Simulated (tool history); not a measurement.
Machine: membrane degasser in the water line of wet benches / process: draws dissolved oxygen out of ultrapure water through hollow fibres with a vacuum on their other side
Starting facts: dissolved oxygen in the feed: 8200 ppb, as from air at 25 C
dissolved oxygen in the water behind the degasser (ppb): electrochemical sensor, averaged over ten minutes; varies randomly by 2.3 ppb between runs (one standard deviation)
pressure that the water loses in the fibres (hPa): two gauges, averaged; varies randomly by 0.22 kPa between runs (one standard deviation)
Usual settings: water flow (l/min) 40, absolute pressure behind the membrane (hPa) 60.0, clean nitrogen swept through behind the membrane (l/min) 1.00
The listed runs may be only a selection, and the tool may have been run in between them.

run     day  water flow (l/min)  absolute pressure behind the membrane (hPa)  clean nitrogen swept through behind the membrane (l/min)  dissolved oxygen in the water behind the degasser (ppb)  pressure that the water loses in the fibres (hPa)
  1   0.000                  40                                         60.0                                                      1.00                                                    230.8                                              530.6
  2   2.779                  40                                         60.0                                                      1.00                                                    229.1                                              529.4
  3   4.267                  40                                         60.0                                                      1.00                                                    225.3                                              529.1
  4   6.779                  63                                         60.0                                                      1.00                                                    329.4                                              833.5
  5  10.271                  63                                         60.0                                                      1.00                                                    325.9                                              832.1
  6  13.562                  63                                         60.0                                                      1.00                                                    334.3                                              833.0
  7  15.679                  63                                         60.0                                                      1.00                                                    337.6                                              834.8
  8  18.529                  63                                         60.0                                                      1.00                                                    329.0                                              834.2
  9  21.700                  63                                         60.0                                                      1.00                                                    329.0                                              836.9
 10  23.854                  63                                         60.0                                                      1.00                                                    335.0                                              834.9
 11  26.517                  40                                         60.0                                                      0.42                                                    414.6                                              536.7
 12  30.046                  40                                         60.0                                                      0.42                                                    415.1                                              531.4
 13  32.621                  40                                         60.0                                                      0.42                                                    418.5                                              530.1
 14  35.450                  40                                         97.9                                                      1.00                                                    516.0                                              533.3
 15  38.646                  40                                         60.0                                                      1.96                                                    133.3                                              532.0
 16  40.933                  37                                         60.0                                                      1.00                                                    217.5                                              491.5
 17  43.317                  30                                         60.0                                                      1.00                                                    180.5                                              396.3
 18  46.804                  30                                         60.0                                                      1.00                                                    182.6                                              398.7
 19  49.575                  30                                         60.0                                                      1.00                                                    184.1                                              405.3
 20  51.308                  40                                         68.6                                                      1.00                                                    289.9                                              530.2
 21  52.800                  40                                         68.6                                                      1.00                                                    295.8                                              534.3
 22  54.333                  40                                         68.6                                                      1.15                                                    271.2                                              533.6
 23  55.862                  39                                         42.7                                                      2.66                                                     45.0                                              521.0
 24  57.683                  50                                         92.6                                                      1.00                                                    571.0                                              665.2
 25  59.538                  50                                         92.6                                                      1.00                                                    564.0                                              668.6
 26  61.021                  50                                         92.6                                                      1.00                                                    565.7                                              665.7
 27  63.108                  32                                         51.3                                                      0.57                                                    207.4                                              423.9
 28  65.100                  40                                         38.4                                                      2.39                                                     33.9                                              536.1
 29  66.850                  40                                         38.4                                                      2.39                                                     32.1                                              535.7
 30  69.754                  40                                         59.0                                                      1.85                                                    134.3                                              534.1
 31  73.067                  40                                        148.3                                                      0.89                                                    944.5                                              533.0

Not shown here: 2 entries made in the log between runs. Locate each between two listed runs and compare the hidden state at the listed run before it with the hidden state at the listed run after it:
Runs 18 to 19: vacuum gauge calibrated (day 47.154)
  true pressure behind the membrane over the reading, kPa: 0.07 -> 0.09; air that leaks in behind the membrane, l/min: 0.0044 -> 0.0045
  measured result minus the result with no hidden state, dissolved oxygen in the water behind the degasser (ppb): +4.8 -> +5.7; pressure that the water loses in the fibres (hPa): +7.3 -> +7.4
Runs 28 to 29: vacuum gauge calibrated, once more (day 65.271)
  true pressure behind the membrane over the reading, kPa: 0.1 -> 0.04; air that leaks in behind the membrane, l/min: 0.0051 -> 0.0052
  measured result minus the result with no hidden state, dissolved oxygen in the water behind the degasser (ppb): +4.5 -> +2.5; pressure that the water loses in the fibres (hPa): +10.7 -> +10.8

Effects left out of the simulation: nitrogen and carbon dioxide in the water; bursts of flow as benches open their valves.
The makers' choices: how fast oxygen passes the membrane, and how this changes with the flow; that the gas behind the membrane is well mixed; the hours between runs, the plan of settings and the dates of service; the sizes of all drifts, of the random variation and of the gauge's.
